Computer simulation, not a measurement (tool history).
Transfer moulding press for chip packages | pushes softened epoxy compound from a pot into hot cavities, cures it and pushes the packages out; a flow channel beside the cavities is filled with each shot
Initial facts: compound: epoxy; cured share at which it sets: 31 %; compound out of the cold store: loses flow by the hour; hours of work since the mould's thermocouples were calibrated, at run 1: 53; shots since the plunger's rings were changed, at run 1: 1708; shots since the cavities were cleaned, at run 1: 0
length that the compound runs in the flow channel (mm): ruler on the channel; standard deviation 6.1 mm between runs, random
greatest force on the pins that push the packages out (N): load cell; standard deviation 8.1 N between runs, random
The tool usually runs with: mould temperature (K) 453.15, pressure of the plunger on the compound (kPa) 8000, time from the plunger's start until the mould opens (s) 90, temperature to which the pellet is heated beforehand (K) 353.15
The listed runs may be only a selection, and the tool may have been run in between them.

run    hour  mould temperature (K)  pressure of the plunger on the compound (kPa)  time from the plunger's start until the mould opens (s)  temperature to which the pellet is heated beforehand (K)  hours of work since the mould's thermocouples were calibrated  shots since the plunger's rings were changed  shots since the cavities were cleaned  incoming compound's hours out of the cold store  length that the compound runs in the flow channel (mm)  greatest force on the pins that push the packages out (N)
  1       0                 453.15                                           8000                                                       90                                                    353.15                                                             53                                          1708                                      0                                             37.5                                                     819                                                        372
       68.7  -- plunger's sealing rings changed
       82.3  -- cavities cleaned with cleaning compound and waxed
  2    84.8                 453.15                                           8000                                                       90                                                    353.15                                                            109                                           189                                     32                                             29.7                                                     865                                                        388
  3   140.8                 453.15                                           8000                                                       81                                                    353.15                                                            147                                           918                                    761                                             29.1                                                     866                                                        700
      163.4  -- cavities cleaned with cleaning compound and waxed
  4   206.8                 453.15                                           8000                                                       81                                                    353.15                                                            192                                          1755                                    563                                             37.5                                                     810                                                        648
      241.1  -- cavities cleaned with cleaning compound and waxed
  5   251.8                 453.15                                           8000                                                       76                                                    353.15                                                            222                                          2321                                    139                                               20                                                     892                                                        630
      276.7  -- plunger's sealing rings changed
  6   301.1                 453.15                                           8000                                                       76                                                    353.15                                                            255                                           316                                    747                                             29.3                                                     874                                                        802
      323.4  -- cavities cleaned with cleaning compound and waxed
  7   388.4                 453.15                                           8000                                                       76                                                    353.15                                                            314                                          1431                                    845                                             19.8                                                     912                                                        831
      401.9  -- cavities cleaned with cleaning compound and waxed
  8     434                 453.15                                           8000                                                       76                                                    353.15                                                            345                                          2005                                    418                                             31.3                                                     842                                                        651
      476.4  -- plunger's sealing rings changed
  9     477                 453.15                                           8000                                                       76                                                    353.15                                                            373                                             8                                    944                                             46.7                                                     800                                                        749
      486.7  -- cavities cleaned with cleaning compound and waxed
 10   520.1                 453.15                                           8000                                                       72                                                    353.15                                                            402                                           548                                    434                                             29.6                                                     867                                                        798
      567.9  -- cavities cleaned with cleaning compound and waxed
 11   583.5                 453.15                                           8000                                                       72                                                    353.15                                                            445                                          1353                                    203                                             24.1                                                     872                                                        693
 12   627.8                 453.15                                           8000                                                       90                                                    353.15                                                            475                                          1929                                    779                                             11.9                                                     929                                                        555
      649.4  -- cavities cleaned with cleaning compound and waxed
      682.2  -- plunger's sealing rings changed
 13   704.1                 453.15                                           8000                                                       90                                                    353.15                                                            525                                           286                                    679                                             38.1                                                     816                                                        518
      732.4  -- cavities cleaned with cleaning compound and waxed
 14     780                 453.15                                           8000                                                      110                                                    353.15                                                            577                                          1252                                    619                                             22.7                                                     882                                                        441
      814.4  -- cavities cleaned with cleaning compound and waxed
 15   833.8                 453.15                                           8000                                                      110                                                    353.15                                                            613                                          1932                                    252                                             39.6                                                     803                                                        376
      887.3  -- mould's thermocouples calibrated
      889.8  -- plunger's sealing rings changed
      896.9  -- cavities cleaned with cleaning compound and waxed
 16   896.9                 453.15                                           8000                                                      110                                                    353.15                                                              4                                            73                                      0                                             12.2                                                     949                                                        302
 17   959.7                 453.15                                           8000                                                      110                                                    353.15                                                             47                                           889                                    816                                             20.5                                                     898                                                        468
      973.7  -- cavities cleaned with cleaning compound and waxed
 18  1047.6                 445.15                                           8820                                                       78                                                    343.15                                                            107                                          2012                                    961                                             23.7                                                     963                                                       1531
     1053.8  -- cavities cleaned with cleaning compound and waxed
     1090.9  -- plunger's sealing rings changed
     1135.9  -- cavities cleaned with cleaning compound and waxed
 19  1149.2                 445.15                                           8820                                                       78                                                    343.15                                                            174                                           737                                    172                                             21.3                                                     995                                                       1071
     1211.9  -- cavities cleaned with cleaning compound and waxed
 20  1230.7                 453.15                                           6860                                                       90                                                    350.15                                                            229                                          1777                                    244                                               28                                                     796                                                        450
     1290.6  -- plunger's sealing rings changed
     1292.1  -- cavities cleaned with cleaning compound and waxed
 21  1292.1                 453.15                                           8000                                                      128                                                    357.15                                                            269                                             0                                      0                                             21.4                                                     912                                                        292
 22  1344.4                 449.15                                           7310                                                      128                                                    345.15                                                            305                                           680                                    680                                             31.2                                                     833                                                        456
     1370.8  -- cavities cleaned with cleaning compound and waxed
 23  1434.4                 450.15                                           8080                                                       79                                                    355.15                                                            367                                          1830                                    826                                             34.9                                                     844                                                        890
     1451.4  -- cavities cleaned with cleaning compound and waxed
     1493.3  -- plunger's sealing rings changed
     1530.5  -- cavities cleaned with cleaning compound and waxed
 24  1535.8                 449.15                                           7140                                                      108                                                    353.15                                                            433                                           533                                     69                                              9.8                                                     923                                                        382
       1612  -- cavities cleaned with cleaning compound and waxed
 25  1614.5                 449.15                                           7140                                                      108                                                    353.15                                                            487                                          1536                                     33                                             25.6                                                     830                                                        343
 26  1672.8                 449.15                                           7140                                                      108                                                    353.15                                                            527                                          2294                                    791                                             31.9                                                     809                                                        530

Alternative continuations, all from the tool just after run 26; predict every row:
     1688.2  -- cavities cleaned with cleaning compound and waxed
     1699.7  -- plunger's sealing rings changed
  A  1749.5                 449.15                                           7140                                                      108                                                    354.15                                                            578                                           648                                    765                                             41.8                                                       ?                                                          ?
     1688.2  -- cavities cleaned with cleaning compound and waxed
     1699.7  -- plunger's sealing rings changed
  B  1749.5                 453.15                                           9560                                                       87                                                    353.15                                                            578                                           648                                    765                                             18.8                                                       ?                                                          ?
     1688.2  -- cavities cleaned with cleaning compound and waxed
     1699.7  -- plunger's sealing rings changed
  C  1749.5                 453.15                                           6730                                                      103                                                    353.15                                                            578                                           648                                    765                                               15                                                       ?                                                          ?

run  length that the compound runs in the flow channel (mm)  greatest force on the pins that push the packages out (N)
  A                                                     788                                                        508
  B                                                    1002                                                        580
  C                                                     848                                                        466
Without the tool's unlogged condition, the same runs would have read:
run  length that the compound runs in the flow channel (mm)  greatest force on the pins that push the packages out (N)
  A                                                     801                                                        343
  B                                                    1018                                                        398
  C                                                     862                                                        307

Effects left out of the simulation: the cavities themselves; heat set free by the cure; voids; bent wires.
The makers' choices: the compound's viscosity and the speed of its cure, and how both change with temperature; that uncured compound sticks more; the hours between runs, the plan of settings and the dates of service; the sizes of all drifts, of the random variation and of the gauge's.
